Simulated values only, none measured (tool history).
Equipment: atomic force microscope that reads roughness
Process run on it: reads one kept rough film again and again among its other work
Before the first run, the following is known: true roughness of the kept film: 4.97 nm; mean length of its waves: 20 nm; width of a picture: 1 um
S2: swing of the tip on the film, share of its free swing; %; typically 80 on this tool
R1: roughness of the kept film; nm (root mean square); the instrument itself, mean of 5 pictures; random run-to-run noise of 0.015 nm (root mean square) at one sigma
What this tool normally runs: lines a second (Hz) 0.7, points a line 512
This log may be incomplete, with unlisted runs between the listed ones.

run 1 hour=0 | lines_a_second_(Hz)=0.7 S2=80 points_a_line=512 | R1=3.133
run 2 hour=23.4 | lines_a_second_(Hz)=0.7 S2=80 points_a_line=512 | R1=2.766
run 3 hour=40.5 | lines_a_second_(Hz)=2.145 S2=80 points_a_line=512 | R1=2.259
-- hour=65.8 new tip fitted
run 4 hour=68.2 | lines_a_second_(Hz)=0.7 S2=80 points_a_line=512 | R1=3.679
run 5 hour=92.4 | lines_a_second_(Hz)=0.7 S2=64 points_a_line=512 | R1=3.242
run 6 hour=112.2 | lines_a_second_(Hz)=0.7 S2=80 points_a_line=512 | R1=2.79
run 7 hour=135 | lines_a_second_(Hz)=0.7 S2=80 points_a_line=671 | R1=2.468
run 8 hour=151 | lines_a_second_(Hz)=0.7 S2=80 points_a_line=512 | R1=2.291
-- hour=159.3 new tip fitted
run 9 hour=174.8 | lines_a_second_(Hz)=0.7 S2=80 points_a_line=512 | R1=3.38
run 10 hour=189.1 | lines_a_second_(Hz)=0.7 S2=80 points_a_line=512 | R1=3.09
run 11 hour=215.7 | lines_a_second_(Hz)=0.7 S2=80 points_a_line=512 | R1=2.693
run 12 hour=234.6 | lines_a_second_(Hz)=0.7 S2=80 points_a_line=512 | R1=2.438
-- hour=252.5 new tip fitted
run 13 hour=264.4 | lines_a_second_(Hz)=0.7 S2=80 points_a_line=512 | R1=3.459
run 14 hour=283.9 | lines_a_second_(Hz)=0.7 S2=80 points_a_line=512 | R1=3.102
run 15 hour=311.5 | lines_a_second_(Hz)=0.7 S2=80 points_a_line=512 | R1=2.636
run 16 hour=338.5 | lines_a_second_(Hz)=0.7 S2=80 points_a_line=512 | R1=2.307
-- hour=347.7 new tip fitted
run 17 hour=363 | lines_a_second_(Hz)=0.7 S2=80 points_a_line=512 | R1=3.293
run 18 hour=377.1 | lines_a_second_(Hz)=0.7 S2=80 points_a_line=512 | R1=3.039
run 19 hour=395.7 | lines_a_second_(Hz)=0.7 S2=80 points_a_line=512 | R1=2.758
run 20 hour=409.1 | lines_a_second_(Hz)=0.7 S2=80 points_a_line=512 | R1=2.607
run 21 hour=433 | lines_a_second_(Hz)=0.7 S2=80 points_a_line=512 | R1=2.342
-- hour=441.4 new tip fitted
run 22 hour=461.8 | lines_a_second_(Hz)=0.7 S2=80 points_a_line=488 | R1=3.269
run 23 hour=481.8 | lines_a_second_(Hz)=0.7 S2=80 points_a_line=488 | R1=2.888
run 24 hour=500.8 | lines_a_second_(Hz)=0.7 S2=80 points_a_line=488 | R1=2.587
run 25 hour=519 | lines_a_second_(Hz)=0.7 S2=80 points_a_line=488 | R1=2.363
-- hour=521.7 height scale calibrated on a step standard
run 26 hour=532.4 | lines_a_second_(Hz)=0.7 S2=80 points_a_line=488 | R1=2.262
-- hour=536.7 new tip fitted
run 27 hour=555.3 | lines_a_second_(Hz)=1.069 S2=68 points_a_line=747 | R1=3.391
run 28 hour=569.3 | lines_a_second_(Hz)=0.893 S2=89 points_a_line=336 | R1=2.899
run 29 hour=591.5 | lines_a_second_(Hz)=1.146 S2=60 points_a_line=497 | R1=2.804
run 30 hour=607.9 | lines_a_second_(Hz)=0.544 S2=60 points_a_line=497 | R1=2.628
run 31 hour=624 | lines_a_second_(Hz)=0.911 S2=81 points_a_line=512 | R1=2.294
-- hour=630.2 new tip fitted
run 32 hour=642.1 | lines_a_second_(Hz)=0.911 S2=81 points_a_line=512 | R1=3.334
-- hour=646.8 height scale calibrated on a step standard, once more
run 33 hour=666.2 | lines_a_second_(Hz)=3.327 S2=67 points_a_line=717 | R1=2.714
run 34 hour=684.5 | lines_a_second_(Hz)=3.443 S2=57 points_a_line=478 | R1=2.587
run 35 hour=703.5 | lines_a_second_(Hz)=1.506 S2=80 points_a_line=512 | R1=2.282
-- hour=725 new tip fitted
run 36 hour=725.2 | lines_a_second_(Hz)=3.96 S2=80 points_a_line=269 | R1=2.871
run 37 hour=750.7 | lines_a_second_(Hz)=1.56 S2=76 points_a_line=1006 | R1=3
run 38 hour=766.8 | lines_a_second_(Hz)=0.526 S2=65 points_a_line=1006 | R1=2.994
run 39 hour=784.3 | lines_a_second_(Hz)=0.584 S2=65 points_a_line=721 | R1=2.727
run 40 hour=810.1 | lines_a_second_(Hz)=0.584 S2=65 points_a_line=721 | R1=2.386
-- hour=818.7 new tip fitted
run 41 hour=824.3 | lines_a_second_(Hz)=0.584 S2=65 points_a_line=721 | R1=3.693
run 42 hour=851.2 | lines_a_second_(Hz)=0.64 S2=78 points_a_line=421 | R1=3.016
run 43 hour=865.8 | lines_a_second_(Hz)=0.64 S2=78 points_a_line=421 | R1=2.762
run 44 hour=890.6 | lines_a_second_(Hz)=0.64 S2=78 points_a_line=421 | R1=2.446
run 45 hour=902.5 | lines_a_second_(Hz)=0.64 S2=78 points_a_line=421 | R1=2.299
-- hour=912.5 new tip fitted
run 46 hour=920.5 | lines_a_second_(Hz)=0.91 S2=80 points_a_line=512 | R1=3.479
run 47 hour=937.9 | lines_a_second_(Hz)=0.7 S2=84 points_a_line=287 | R1=3.078
run 48 hour=954.3 | lines_a_second_(Hz)=0.7 S2=84 points_a_line=287 | R1=2.832
run 49 hour=969.4 | lines_a_second_(Hz)=3.465 S2=84 points_a_line=615 | R1=2.111
run 50 hour=998 | lines_a_second_(Hz)=0.969 S2=69 points_a_line=635 | R1=2.388
-- hour=1006.9 new tip fitted
run 51 hour=1014.6 | lines_a_second_(Hz)=1.037 S2=71 points_a_line=296 | R1=3.497
run 52 hour=1030.8 | lines_a_second_(Hz)=0.524 S2=71 points_a_line=688 | R1=3.309

For each run, the measured value with the value that run would have given without the tool's hidden condition subtracted. The run-to-run variation is shared by both, the gauge scatter possibly not:
The hidden state here: radius of the tip, nm; height scale over the true one, %; drift of the gauge itself on roughness_nm, %.
run=1 R1=-0.602
run=2 R1=-0.985
run=3 R1=-1.091
run=4 R1=-0.058
run=5 R1=-0.62
run=6 R1=-0.952
run=7 R1=-1.284
run=8 R1=-1.457
run=9 R1=-0.356
run=10 R1=-0.635
run=11 R1=-1.061
run=12 R1=-1.311
run=13 R1=-0.277
run=14 R1=-0.657
run=15 R1=-1.098
run=16 R1=-1.43
run=17 R1=-0.447
run=18 R1=-0.698
run=19 R1=-0.963
run=20 R1=-1.131
run=21 R1=-1.377
run=22 R1=-0.494
run=23 R1=-0.863
run=24 R1=-1.161
run=25 R1=-1.375
run=26 R1=-1.489
run=27 R1=-0.385
run=28 R1=-0.609
run=29 R1=-1.044
run=30 R1=-1.274
run=31 R1=-1.382
run=32 R1=-0.329
run=33 R1=-0.788
run=34 R1=-1.077
run=35 R1=-1.259
run=36 R1=-0.032
run=37 R1=-0.591
run=38 R1=-0.92
run=39 R1=-1.181
run=40 R1=-1.487
run=41 R1=-0.189
run=42 R1=-0.736
run=43 R1=-0.981
run=44 R1=-1.313
run=45 R1=-1.439
run=46 R1=-0.2
run=47 R1=-0.53
run=48 R1=-0.783
run=49 R1=-0.818
run=50 R1=-1.389
run=51 R1=-0.164
run=52 R1=-0.553

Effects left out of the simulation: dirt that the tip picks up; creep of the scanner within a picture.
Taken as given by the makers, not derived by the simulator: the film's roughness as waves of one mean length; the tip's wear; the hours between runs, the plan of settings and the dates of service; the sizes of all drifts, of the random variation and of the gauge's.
